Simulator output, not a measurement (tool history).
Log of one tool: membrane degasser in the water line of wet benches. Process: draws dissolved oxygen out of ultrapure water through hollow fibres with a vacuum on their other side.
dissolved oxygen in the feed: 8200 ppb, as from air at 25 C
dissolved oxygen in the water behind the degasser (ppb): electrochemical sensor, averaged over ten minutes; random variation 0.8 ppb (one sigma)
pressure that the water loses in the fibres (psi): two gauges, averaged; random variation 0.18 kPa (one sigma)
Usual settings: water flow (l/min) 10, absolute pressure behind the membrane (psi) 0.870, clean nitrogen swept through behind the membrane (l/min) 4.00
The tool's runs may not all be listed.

run   hour  water flow (l/min)  absolute pressure behind the membrane (psi)  clean nitrogen swept through behind the membrane (l/min)  dissolved oxygen in the water behind the degasser (ppb)  pressure that the water loses in the fibres (psi)
  1    0.0                  10                                        0.870                                                      4.00                                                     81.3                                              5.305
  2   44.0                  10                                        0.870                                                      4.00                                                     81.4                                              5.323
  3   69.7                  10                                        0.870                                                      4.00                                                     81.5                                              5.336
  4  102.4                  10                                        0.870                                                      4.00                                                     80.0                                              5.413
  5  138.0                  10                                        0.870                                                      4.00                                                     80.9                                              5.384
  6  181.6                  10                                        0.870                                                      4.00                                                     81.8                                              5.339
  7  236.9                  10                                        0.870                                                      4.00                                                     83.2                                              5.337
  8  286.4                  10                                        0.593                                                      4.00                                                     70.7                                              5.397
  9  312.8                  10                                        0.593                                                      4.00                                                     70.0                                              5.381
 10  365.0                  10                                        0.593                                                      4.00                                                     72.0                                              5.390
 11  395.4                  10                                        0.593                                                      4.00                                                     69.5                                              5.346
 12  444.0                  10                                        0.593                                                      4.00                                                     70.6                                              5.327
 13  488.7                  10                                        0.593                                                      4.00                                                     70.8                                              5.387
 14  548.5                  10                                        0.870                                                      6.34                                                     78.0                                              5.363
 15  586.2                   9                                        0.870                                                      6.34                                                     64.1                                              4.883
 16  644.1                  10                                        0.870                                                      7.57                                                     75.5                                              5.377
 17  689.8                  10                                        0.870                                                      4.00                                                     84.2                                              5.384
 18  744.1                  10                                        0.870                                                      6.08                                                     77.3                                              5.340
 19  785.5                  10                                        1.872                                                      4.13                                                    124.9                                              5.417

The next listed run, before its measurement:
 20  819.8                  15                                        0.589                                                      2.59                                                        ?                                                  ?

dissolved oxygen in the water behind the degasser (ppb): 143.7
pressure that the water loses in the fibres (psi): 8.052
Without the tool's hidden state the same run would have given dissolved oxygen in the water behind the degasser (ppb) 125.8, pressure that the water loses in the fibres (psi) 7.802.

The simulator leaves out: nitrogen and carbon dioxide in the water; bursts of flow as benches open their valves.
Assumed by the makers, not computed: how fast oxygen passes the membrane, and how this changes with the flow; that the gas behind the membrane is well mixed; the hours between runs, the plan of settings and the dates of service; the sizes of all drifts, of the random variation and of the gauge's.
